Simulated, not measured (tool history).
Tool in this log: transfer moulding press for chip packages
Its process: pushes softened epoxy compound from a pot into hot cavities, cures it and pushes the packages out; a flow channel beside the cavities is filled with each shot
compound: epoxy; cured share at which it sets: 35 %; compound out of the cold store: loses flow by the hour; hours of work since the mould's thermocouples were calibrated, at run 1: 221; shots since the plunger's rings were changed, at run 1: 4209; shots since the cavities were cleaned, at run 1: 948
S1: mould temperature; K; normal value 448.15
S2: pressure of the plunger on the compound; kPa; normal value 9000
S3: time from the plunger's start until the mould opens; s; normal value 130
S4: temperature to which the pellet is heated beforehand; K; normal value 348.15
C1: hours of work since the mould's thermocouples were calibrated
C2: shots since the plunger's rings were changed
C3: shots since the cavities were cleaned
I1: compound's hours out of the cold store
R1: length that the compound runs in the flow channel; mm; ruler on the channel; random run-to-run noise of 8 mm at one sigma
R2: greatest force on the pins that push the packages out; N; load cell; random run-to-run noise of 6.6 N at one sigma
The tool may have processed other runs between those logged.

run	hour	S1	S2	S3	S4	C1	C2	C3	I1	R1	R2
1	0.0	448.15	9000	130	348.15	221	4209	948	16.1	1018	264
# hour 16.9: plunger's sealing rings changed
# hour 28.5: cavities cleaned with cleaning compound and waxed
2	34.4	448.15	9000	130	348.15	244	162	59	42.6	956	252
3	67.2	448.15	9000	130	348.15	268	496	393	40.6	956	256
4	99.0	448.15	9000	130	348.15	292	819	716	42.1	959	254
5	136.1	448.15	9000	130	348.15	320	1197	1094	47.1	931	269
# hour 148.3: cavities cleaned with cleaning compound and waxed
6	158.3	448.15	9000	130	348.15	335	1408	102	36.4	965	251
7	174.8	448.15	9000	130	348.15	347	1575	269	21.2	1005	260
8	200.6	448.15	10100	130	348.15	366	1838	532	43.6	1012	246
9	217.2	448.15	10100	130	348.15	379	2007	701	9.0	1088	274
10	249.4	448.15	10970	130	348.15	403	2334	1028	33.4	1068	257
# hour 267.7: cavities cleaned with cleaning compound and waxed
11	267.8	448.15	9000	125	348.15	415	2507	2	46.1	959	277
12	290.6	448.15	9000	125	348.15	432	2739	234	35.8	973	269
13	323.4	448.15	9000	125	348.15	457	3072	567	37.5	968	279
14	343.1	448.15	9000	125	348.15	471	3273	768	18.7	1002	274

What does the tool deliver on the next run?
15	371.4	448.15	9000	125	348.15	493	3561	1056	23.7	?	?

For run 15 the tool returned R1 1002 mm, R2 290 N.
Take away the tool's hidden state, keep the run-to-run variation as it was, and the same run would have given R1 1003 mm, R2 286 N.
